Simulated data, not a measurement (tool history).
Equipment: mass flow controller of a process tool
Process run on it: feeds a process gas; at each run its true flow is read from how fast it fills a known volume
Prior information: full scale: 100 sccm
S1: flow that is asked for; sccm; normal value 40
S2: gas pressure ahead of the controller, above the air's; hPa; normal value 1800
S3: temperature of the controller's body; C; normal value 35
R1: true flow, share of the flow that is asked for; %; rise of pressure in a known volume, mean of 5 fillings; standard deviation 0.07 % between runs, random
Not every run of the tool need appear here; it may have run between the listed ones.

Run 1, hour 0: usual settings. Result: R1 98.33 %.
Run 2, hour 216: usual settings but S1 27 sccm. Result: R1 97.92 %.
Run 3, hour 396.5: usual settings. Result: R1 98.51 %.
Run 4, hour 586.9: usual settings but S2 1620 hPa. Result: R1 98.45 %.
Run 5, hour 843.7: usual settings but S2 1620 hPa. Result: R1 98.65 %.
Run 6, hour 1103.5: usual settings but S2 1620 hPa. Result: R1 98.58 %.
Run 7, hour 1220: usual settings but S2 1720 hPa. Result: R1 98.56 %.
Run 8, hour 1328.9: usual settings but S2 1720 hPa. Result: R1 98.64 %.
Run 9, hour 1502: usual settings but S2 1720 hPa. Result: R1 98.66 %.
Run 10, hour 1650.2: usual settings. Result: R1 98.61 %.
Run 11, hour 1761: usual settings but S2 2210 hPa. Result: R1 98.46 %.
Run 12, hour 1887: usual settings but S2 1990 hPa. Result: R1 98.77 %.
Run 13, hour 2152.6: usual settings but S2 1990 hPa. Result: R1 98.74 %.
Run 14, hour 2290.7: usual settings but S2 1850 hPa. Result: R1 98.79 %.
Run 15, hour 2514.8: usual settings. Result: R1 98.62 %.
Run 16, hour 2769.4: usual settings. Result: R1 98.8 %.
Run 17, hour 2975: usual settings. Result: R1 98.85 %.
Run 18, hour 3198.9: usual settings. Result: R1 98.91 %.
Run 19, hour 3449.5: usual settings but S2 1620 hPa. Result: R1 98.82 %.
Run 20, hour 3602.9: usual settings. Result: R1 98.93 %.
Run 21, hour 3798.6: usual settings but S3 33 C. Result: R1 98.95 %.
Run 22, hour 4009.9: usual settings but S3 33 C. Result: R1 99.02 %.
Run 23, hour 4151.1: usual settings but S2 1660 hPa. Result: R1 99.01 %.
Run 24, hour 4356.9: usual settings but S3 37 C. Result: R1 98.96 %.
Run 25, hour 4469: usual settings but S3 37 C. Result: R1 98.89 %.
At hour 4707.3: controller's zero set anew.
Run 26, hour 4732.5: usual settings but S1 14 sccm, S2 1660 hPa. Result: R1 100.08 %.
Run 27, hour 4921: usual settings but S1 28 sccm, S2 1840 hPa, S3 27 C. Result: R1 100.49 %.
Run 28, hour 5040.5: usual settings but S1 20 sccm, S2 1630 hPa, S3 33 C. Result: R1 100.14 %.
Run 29, hour 5254.9: usual settings but S3 38 C. Result: R1 100.3 %.
Run 30, hour 5483.3: usual settings but S1 22 sccm, S2 2230 hPa, S3 30 C. Result: R1 100.22 %.
Run 31, hour 5654.8: usual settings but S1 17 sccm, S2 2000 hPa, S3 27 C. Result: R1 100.17 %.
Run 32, hour 5802.9: usual settings but S1 17 sccm, S2 2000 hPa, S3 27 C. Result: R1 100.23 %.
Run 33, hour 5992.3: usual settings but S1 25 sccm, S2 1660 hPa. Result: R1 100.31 %.
Run 34, hour 6125.5: usual settings but S1 17 sccm, S2 2800 hPa, S3 22 C. Result: R1 100.04 %.
Run 35, hour 6261.1: usual settings but S1 22 sccm, S3 25 C. Result: R1 100.55 %.
Run 36, hour 6447.9: usual settings but S1 30 sccm, S2 1830 hPa, S3 22 C. Result: R1 101.04 %.
Run 37, hour 6601.8: usual settings but S1 45 sccm, S2 2330 hPa, S3 39 C. Result: R1 100.69 %.
Run 38, hour 6723.7: usual settings but S1 45 sccm, S2 2330 hPa, S3 39 C. Result: R1 100.52 %.
Run 39, hour 6857.1: usual settings but S1 45 sccm, S2 2330 hPa, S3 39 C. Result: R1 100.77 %.
Run 40, hour 7057.4: usual settings but S1 46 sccm, S2 2380 hPa. Result: R1 100.89 %.
Run 41, hour 7271.8: usual settings but S1 15 sccm, S3 39 C. Result: R1 99.34 %.
Run 42, hour 7476.3: usual settings but S1 18 sccm, S2 1440 hPa, S3 25 C. Result: R1 100.27 %.
Run 43, hour 7732.2: usual settings but S1 16 sccm, S2 2480 hPa, S3 25 C. Result: R1 99.8 %.
Run 44, hour 7985.3: usual settings but S1 16 sccm, S2 2480 hPa, S3 25 C. Result: R1 99.91 %.
Run 45, hour 8206.3: usual settings but S1 10 sccm, S2 2220 hPa, S3 21 C. Result: R1 98.84 %.
Run 46, hour 8443.5: usual settings but S1 10 sccm, S2 2220 hPa, S3 31 C. Result: R1 98.27 %.
At hour 8512.1: controller exchanged for a calibrated one.
Run 47, hour 8554.3: usual settings but S1 81 sccm, S2 2220 hPa, S3 21 C. Result: R1 99.9 %.
Run 48, hour 8752.7: usual settings but S2 1520 hPa, S3 36 C. Result: R1 98.86 %.
Run 49, hour 8908.2: usual settings but S2 1510 hPa, S3 38 C. Result: R1 98.62 %.

For some of the steps in R1 from one run to the next: how much would appear even if the tool had no hidden state, given the settings, what came in and random variation, and how much remains for the hidden state plus any gauge scatter that the measured result and the result without hidden state don't share?
Hidden state present: flow at rest that the sensor doesn't see, % of full scale; true flow over the shown one, %; drift of the gauge itself on true_pct, %.
Run 25 -> 26: S1 40 -> 14, S2 1800 -> 1660, S3 37 -> 35, controller's zero set anew. R1 +1.19 %: hidden state +1.41, all else -0.22.
Run 40 -> 41: S1 46 -> 15, S2 2380 -> 1800, S3 35 -> 39. R1 -1.55 %: hidden state -0.94, all else -0.61.
Run 44 -> 45: S1 16 -> 10, S2 2480 -> 2220, S3 25 -> 21. R1 -1.07 %: hidden state -1.12, all else +0.05.
Run 46 -> 47: S1 10 -> 81, S3 31 -> 21, controller exchanged for a calibrated one. R1 +1.63 %: hidden state -0.01, all else +1.64.
